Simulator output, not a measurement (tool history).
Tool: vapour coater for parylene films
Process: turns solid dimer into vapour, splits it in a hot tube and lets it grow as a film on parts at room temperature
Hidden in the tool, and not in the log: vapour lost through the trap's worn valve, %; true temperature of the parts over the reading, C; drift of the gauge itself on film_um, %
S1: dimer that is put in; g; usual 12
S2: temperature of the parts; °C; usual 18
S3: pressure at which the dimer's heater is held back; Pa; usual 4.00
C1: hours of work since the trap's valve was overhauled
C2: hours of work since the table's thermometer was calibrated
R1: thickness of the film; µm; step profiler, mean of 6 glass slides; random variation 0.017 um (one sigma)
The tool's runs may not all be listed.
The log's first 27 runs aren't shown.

{"run": 28, "hour": 1073.4, "S1": 6, "S2": 12, "S3": 4.27, "C1": 655, "C2": 754, "R1": 1.78}
{"run": 29, "hour": 1112.4, "S1": 6, "S2": 12, "S3": 2.02, "C1": 672, "C2": 771, "R1": 1.86}
{"run": 30, "hour": 1136.4, "S1": 7, "S2": 12, "S3": 2.02, "C1": 683, "C2": 782, "R1": 2.23}
{"hour": 1142.0, "done": "table's thermometer calibrated"}
{"hour": 1170.1, "done": "trap's valve overhauled"}
{"run": 31, "hour": 1193.8, "S1": 11, "S2": 25, "S3": 4.44, "C1": 10, "C2": 21, "R1": 2.1}
{"run": 32, "hour": 1231.5, "S1": 18, "S2": 13, "S3": 8.33, "C1": 27, "C2": 38, "R1": 5.11}
{"run": 33, "hour": 1266.9, "S1": 18, "S2": 13, "S3": 8.33, "C1": 43, "C2": 53, "R1": 5.09}
{"run": 34, "hour": 1323.9, "S1": 6, "S2": 18, "S3": 4.0, "C1": 68, "C2": 79, "R1": 1.49}
{"run": 35, "hour": 1354.3, "S1": 6, "S2": 12, "S3": 4.0, "C1": 81, "C2": 92, "R1": 1.9}
{"run": 36, "hour": 1410.7, "S1": 11, "S2": 20, "S3": 4.0, "C1": 106, "C2": 117, "R1": 2.55}
{"hour": 1455.9, "done": "table's thermometer calibrated, once more"}
{"run": 37, "hour": 1467.4, "S1": 11, "S2": 20, "S3": 4.0, "C1": 131, "C2": 5, "R1": 2.48}
{"run": 38, "hour": 1512.1, "S1": 12, "S2": 23, "S3": 11.96, "C1": 151, "C2": 25, "R1": 2.22}
{"run": 39, "hour": 1556.9, "S1": 12, "S2": 23, "S3": 11.96, "C1": 170, "C2": 45, "R1": 2.21}
{"run": 40, "hour": 1589.4, "S1": 12, "S2": 23, "S3": 11.96, "C1": 185, "C2": 59, "R1": 2.2}
{"run": 41, "hour": 1640.4, "S1": 13, "S2": 22, "S3": 11.63, "C1": 207, "C2": 81, "R1": 2.46}
{"run": 42, "hour": 1682.5, "S1": 9, "S2": 22, "S3": 11.63, "C1": 226, "C2": 100, "R1": 1.7}
{"run": 43, "hour": 1729.9, "S1": 7, "S2": 14, "S3": 6.59, "C1": 247, "C2": 121, "R1": 1.87}

Forecast each of these 5 alternatives for the next run:
{"run": "A", "hour": 1769.9, "S1": 12, "S2": 19, "S3": 4.0, "C1": 265, "C2": 139, "R1": "?"}
{"run": "B", "hour": 1769.9, "S1": 9, "S2": 14, "S3": 6.59, "C1": 265, "C2": 139, "R1": "?"}
{"run": "C", "hour": 1769.9, "S1": 10, "S2": 27, "S3": 2.85, "C1": 265, "C2": 139, "R1": "?"}
{"run": "D", "hour": 1769.9, "S1": 5, "S2": 25, "S3": 10.89, "C1": 265, "C2": 139, "R1": "?"}
{"run": "E", "hour": 1769.9, "S1": 15, "S2": 14, "S3": 5.4, "C1": 265, "C2": 139, "R1": "?"}

run=A R1=2.77
run=B R1=2.41
run=C R1=1.75
run=D R1=0.87
run=E R1=4.07
Without the tool's hidden state the same runs would have given:
run=A R1=2.85
run=B R1=2.47
run=C R1=1.79
run=D R1=0.89
run=E R1=4.18
